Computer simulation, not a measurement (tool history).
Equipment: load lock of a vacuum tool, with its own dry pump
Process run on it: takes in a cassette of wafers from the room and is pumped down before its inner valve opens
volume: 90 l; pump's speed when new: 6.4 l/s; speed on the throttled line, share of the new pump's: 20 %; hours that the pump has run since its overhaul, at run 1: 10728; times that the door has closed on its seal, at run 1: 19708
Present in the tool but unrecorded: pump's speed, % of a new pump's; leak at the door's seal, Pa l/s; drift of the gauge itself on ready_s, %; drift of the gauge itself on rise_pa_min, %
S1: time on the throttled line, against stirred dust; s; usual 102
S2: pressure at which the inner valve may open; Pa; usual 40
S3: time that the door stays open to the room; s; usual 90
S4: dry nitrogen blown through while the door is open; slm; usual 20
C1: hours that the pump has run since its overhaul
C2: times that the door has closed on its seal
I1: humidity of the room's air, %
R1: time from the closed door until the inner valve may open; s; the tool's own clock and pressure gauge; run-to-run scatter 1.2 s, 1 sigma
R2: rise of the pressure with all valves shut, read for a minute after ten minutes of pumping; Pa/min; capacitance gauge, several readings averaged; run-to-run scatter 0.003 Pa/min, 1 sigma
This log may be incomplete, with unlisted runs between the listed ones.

run,hour,S1,S2,S3,S4,C1,C2,I1,R1,R2
1,0.0,102,40,90,20,10728,19708,46.4,210.6,0.074
2,98.7,102,40,90,40,10826,20121,46.7,211.4,0.068
3,171.5,102,40,90,20,10899,20427,42.5,212.4,0.072
4,235.6,102,40,90,20,10963,20696,44.5,211.7,0.075
5,323.8,102,40,90,35,11051,21066,46.8,211.9,0.069
6,397.6,102,40,90,35,11125,21375,42.0,212.5,0.068
7,536.8,102,40,90,35,11264,21959,46.7,212.9,0.069
8,634.5,102,40,160,20,11362,22369,40.6,213.1,0.094
9,698.0,102,40,160,20,11426,22635,47.2,213.3,0.099
10,817.1,115,40,160,20,11545,23135,45.8,222.9,0.098
11,957.5,115,40,160,20,11685,23724,44.8,224.3,0.097
12,1014.4,102,40,90,7,11742,23962,42.7,214.3,0.093
13,1107.7,102,40,90,7,11835,24354,45.2,215.1,0.095
14,1168.5,102,40,90,19,11896,24609,43.9,214.5,0.088
15,1286.4,102,40,90,19,12014,25103,45.5,213.6,0.093
16,1413.6,102,40,90,20,12141,25637,44.9,214.5,0.093
17,1497.1,102,40,90,20,12225,25987,45.2,213.7,0.088
18,1570.2,102,40,90,20,12298,26294,43.1,217.9,0.092
19,1698.4,102,40,90,20,12426,26831,45.0,214.3,0.096
# hour 1767.2: dry pump taken out, an overhauled one fitted
20,1806.6,102,30,114,20,39,27260,45.0,195.2,0.099
21,1925.3,102,30,114,20,158,27758,44.2,197.1,0.106
22,2039.4,186,35,161,15,272,28237,43.8,258.6,0.121
23,2138.8,102,40,229,20,372,28653,46.1,192.4,0.127
24,2265.4,101,67,90,7,498,29185,44.8,185.6,0.114
25,2399.4,107,73,181,20,632,29746,45.5,188.8,0.120
26,2496.0,157,56,181,20,729,30152,44.9,230.3,0.126
27,2562.9,102,40,90,17,796,30432,47.4,194.7,0.116
28,2640.4,62,40,90,20,873,30757,47.8,161.6,0.112
29,2701.8,118,42,41,5,935,31015,42.7,206.5,0.100
30,2759.8,57,40,56,4,993,31258,40.7,157.0,0.114
31,2864.5,137,74,90,20,1097,31697,44.6,215.6,0.108
32,2981.7,137,74,90,20,1215,32189,40.8,214.3,0.105
33,3051.5,56,74,90,9,1284,32482,47.0,149.7,0.125
34,3149.1,56,47,217,9,1382,32891,46.2,156.9,0.160
35,3285.0,127,48,60,20,1518,33461,43.3,211.4,0.106
36,3392.8,126,28,202,19,1626,33913,45.4,220.0,0.137

What if the next run were any one of these 5? Each begins from the tool's condition after run 36:
A,3464.0,102,70,186,20,1697,34212,44.6,?,?
B,3464.0,130,73,116,19,1697,34212,49.0,?,?
C,3464.0,126,28,202,6,1697,34212,48.1,?,?
D,3464.0,149,28,202,19,1697,34212,47.7,?,?
E,3464.0,138,77,103,19,1697,34212,45.9,?,?

run,R1,R2
A,188.1,0.139
B,209.9,0.128
C,220.6,0.173
D,238.4,0.144
E,213.9,0.123
Had the tool no hidden state, the same runs would have come out as:
run,R1,R2
A,186.0,0.053
B,208.0,0.042
C,218.3,0.086
D,236.3,0.058
E,212.1,0.037
